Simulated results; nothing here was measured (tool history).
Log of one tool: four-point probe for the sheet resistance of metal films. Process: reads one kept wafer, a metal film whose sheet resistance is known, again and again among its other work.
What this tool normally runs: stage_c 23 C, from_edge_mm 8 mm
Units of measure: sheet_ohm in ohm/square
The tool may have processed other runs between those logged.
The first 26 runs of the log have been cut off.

| run | day | stage_c | from_edge_mm | touches since the probe head was changed | hours of work since the stage's thermometer was calibrated | sheet_ohm |
|---|---|---|---|---|---|---|
|  | 55.8 | stage's thermometer calibrated |
| 27 | 58.396 | 21 | 4 | 42269 | 46 | 0.312137 |
| 28 | 60.425 | 23 | 8 | 43197 | 82 | 0.309925 |
| 29 | 61.888 | 25 | 30 | 43867 | 108 | 0.308973 |
| 30 | 63.583 | 34 | 20 | 44642 | 138 | 0.308 |
| 31 | 65.5 | 18 | 8 | 45521 | 172 | 0.310477 |
| 32 | 67.008 | 21 | 16 | 46210 | 199 | 0.309755 |
|  | 69.654 | stage's thermometer calibrated, once more |
| 33 | 69.862 | 21 | 16 | 47508 | 4 | 0.309322 |
| 34 | 72.496 | 27 | 16 | 48713 | 50 | 0.308769 |
| 35 | 74.054 | 27 | 16 | 49426 | 78 | 0.308597 |
| 36 | 76.662 | 27 | 17 | 50620 | 124 | 0.308741 |
| 37 | 78 | 24 | 68 | 51233 | 148 | 0.309059 |
| 38 | 79.371 | 24 | 68 | 51861 | 172 | 0.309018 |
| 39 | 81.529 | 18 | 23 | 52848 | 211 | 0.309808 |
| 40 | 83.658 | 28 | 20 | 53823 | 249 | 0.308723 |
| 41 | 85.021 | 32 | 4 | 54446 | 273 | 0.310685 |
| 42 | 87.146 | 32 | 4 | 55419 | 310 | 0.310696 |
| 43 | 89.538 | 33 | 16 | 56514 | 353 | 0.308234 |
| 44 | 91.517 | 32 | 6 | 57420 | 388 | 0.30957 |
| 45 | 93.433 | 22 | 6 | 58298 | 422 | 0.310639 |

Alternative continuations, all from the tool just after run 45; predict every row:
| A | 95.571 | 22 | 32 | 59277 | 460 | ? |
| B | 95.571 | 22 | 29 | 59277 | 460 | ? |
| C | 95.571 | 23 | 8 | 59277 | 460 | ? |

| run | sheet_ohm |
|---|---|
| A | 0.309535 |
| B | 0.309569 |
| C | 0.309938 |
Had the tool no hidden state, the same runs would have come out as:
| run | sheet_ohm |
|---|---|
| A | 0.30686 |
| B | 0.306894 |
| C | 0.30726 |

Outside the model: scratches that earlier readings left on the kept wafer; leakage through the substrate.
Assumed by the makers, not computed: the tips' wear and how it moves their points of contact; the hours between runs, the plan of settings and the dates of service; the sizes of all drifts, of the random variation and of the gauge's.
